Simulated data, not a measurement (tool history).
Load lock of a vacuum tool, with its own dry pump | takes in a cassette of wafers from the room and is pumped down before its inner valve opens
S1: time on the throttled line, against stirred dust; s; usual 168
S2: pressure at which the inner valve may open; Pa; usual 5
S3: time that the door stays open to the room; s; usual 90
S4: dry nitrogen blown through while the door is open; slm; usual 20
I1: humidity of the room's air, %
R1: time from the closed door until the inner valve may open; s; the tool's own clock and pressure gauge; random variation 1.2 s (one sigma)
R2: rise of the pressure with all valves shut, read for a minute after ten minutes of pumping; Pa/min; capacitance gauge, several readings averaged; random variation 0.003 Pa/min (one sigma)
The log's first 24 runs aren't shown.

run,hour,S1,S2,S3,S4,I1,R1,R2
25,5194.8,168,5,90,42,44.1,293.7,0.06
26,5348.7,335,5,52,20,44.9,432.5,0.057
27,5545.4,335,5,52,20,44.2,432.5,0.058
28,5783.2,271,7,31,22,44.9,371.1,0.062
29,5994.4,201,5,99,20,45.8,323.1,0.074
30,6242.1,162,5,90,15,46.8,289,0.078
31,6381.8,292,6,188,11,40.5,391.8,0.087
32,6556.5,292,6,232,11,42,396,0.1
33,6786.3,99,7,90,20,45.1,231.9,0.083
34,7044.1,99,7,90,20,42.4,233.6,0.082
35,7214.5,314,7,142,20,44.3,412,0.091

Forecast run 36:
36,7481.4,238,5,139,21,41.5,?,?

R1: 355.7 s
R2: 0.088 Pa/min
Without the tool's hidden state the same run would have given R1 352.6 s, R2 0.028 Pa/min.
